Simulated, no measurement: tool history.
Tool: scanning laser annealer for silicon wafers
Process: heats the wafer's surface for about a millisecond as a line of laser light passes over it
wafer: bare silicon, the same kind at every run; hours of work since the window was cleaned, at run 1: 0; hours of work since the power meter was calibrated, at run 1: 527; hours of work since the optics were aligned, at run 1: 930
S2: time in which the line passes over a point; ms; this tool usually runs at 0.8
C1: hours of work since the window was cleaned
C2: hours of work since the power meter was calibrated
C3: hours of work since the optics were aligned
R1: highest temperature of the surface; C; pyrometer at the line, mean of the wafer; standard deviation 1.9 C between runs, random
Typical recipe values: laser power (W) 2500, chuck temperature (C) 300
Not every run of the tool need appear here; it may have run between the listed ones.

run 1 hour=0 | laser_power_(W)=2500 S2=0.8 chuck_temperature_(C)=300 | C1=0 C2=527 C3=930 | R1=1124
run 2 hour=67 | laser_power_(W)=2500 S2=0.8 chuck_temperature_(C)=316 | C1=45 C2=573 C3=976 | R1=1140
run 3 hour=116.7 | laser_power_(W)=2500 S2=0.8 chuck_temperature_(C)=316 | C1=79 C2=606 C3=1009 | R1=1135
run 4 hour=164.4 | laser_power_(W)=2500 S2=0.8 chuck_temperature_(C)=316 | C1=111 C2=639 C3=1042 | R1=1135
run 5 hour=233.1 | laser_power_(W)=2500 S2=0.8 chuck_temperature_(C)=316 | C1=158 C2=685 C3=1088 | R1=1131
run 6 hour=308.7 | laser_power_(W)=2500 S2=0.8 chuck_temperature_(C)=276 | C1=209 C2=737 C3=1139 | R1=1089
run 7 hour=355.1 | laser_power_(W)=2500 S2=0.8 chuck_temperature_(C)=300 | C1=241 C2=768 C3=1171 | R1=1113
run 8 hour=440.4 | laser_power_(W)=2500 S2=0.8 chuck_temperature_(C)=300 | C1=299 C2=826 C3=1229 | R1=1111
run 9 hour=487.4 | laser_power_(W)=2500 S2=0.8 chuck_temperature_(C)=300 | C1=330 C2=858 C3=1261 | R1=1108
run 10 hour=571.8 | laser_power_(W)=2324 S2=0.8 chuck_temperature_(C)=300 | C1=388 C2=915 C3=1318 | R1=1033
run 11 hour=625.2 | laser_power_(W)=2134 S2=0.8 chuck_temperature_(C)=300 | C1=424 C2=951 C3=1354 | R1=953
-- hour=664.1 optics aligned, line set to its width
run 12 hour=706.7 | laser_power_(W)=2134 S2=0.578 chuck_temperature_(C)=300 | C1=476 C2=1003 C3=29 | R1=844
run 13 hour=784.9 | laser_power_(W)=2134 S2=0.578 chuck_temperature_(C)=300 | C1=529 C2=1056 C3=82 | R1=840
run 14 hour=845.1 | laser_power_(W)=2134 S2=0.578 chuck_temperature_(C)=300 | C1=570 C2=1097 C3=123 | R1=840
-- hour=873.3 window over the wafer cleaned
run 15 hour=931.4 | laser_power_(W)=2537 S2=0.996 chuck_temperature_(C)=300 | C1=39 C2=1154 C3=180 | R1=1255
run 16 hour=1006 | laser_power_(W)=2537 S2=0.996 chuck_temperature_(C)=300 | C1=90 C2=1205 C3=230 | R1=1249
run 17 hour=1070.3 | laser_power_(W)=2542 S2=0.973 chuck_temperature_(C)=332 | C1=134 C2=1248 C3=274 | R1=1272
run 18 hour=1154.4 | laser_power_(W)=2542 S2=0.973 chuck_temperature_(C)=332 | C1=191 C2=1305 C3=331 | R1=1269
run 19 hour=1192.2 | laser_power_(W)=2284 S2=0.973 chuck_temperature_(C)=311 | C1=216 C2=1331 C3=357 | R1=1124

Alternative continuations, all from the tool just after run 19; predict every row:
run A hour=1257.2 | laser_power_(W)=2284 S2=0.794 chuck_temperature_(C)=311 | C1=260 C2=1375 C3=401 | R1=?
run B hour=1257.2 | laser_power_(W)=2284 S2=0.722 chuck_temperature_(C)=330 | C1=260 C2=1375 C3=401 | R1=?
run C hour=1257.2 | laser_power_(W)=2500 S2=0.8 chuck_temperature_(C)=261 | C1=260 C2=1375 C3=401 | R1=?

run=A R1=1033
run=B R1=1011
run=C R1=1075
Take away the tool's hidden state, keep each run's random variation, and the runs would have read:
run=A R1=1050
run=B R1=1027
run=C R1=1095

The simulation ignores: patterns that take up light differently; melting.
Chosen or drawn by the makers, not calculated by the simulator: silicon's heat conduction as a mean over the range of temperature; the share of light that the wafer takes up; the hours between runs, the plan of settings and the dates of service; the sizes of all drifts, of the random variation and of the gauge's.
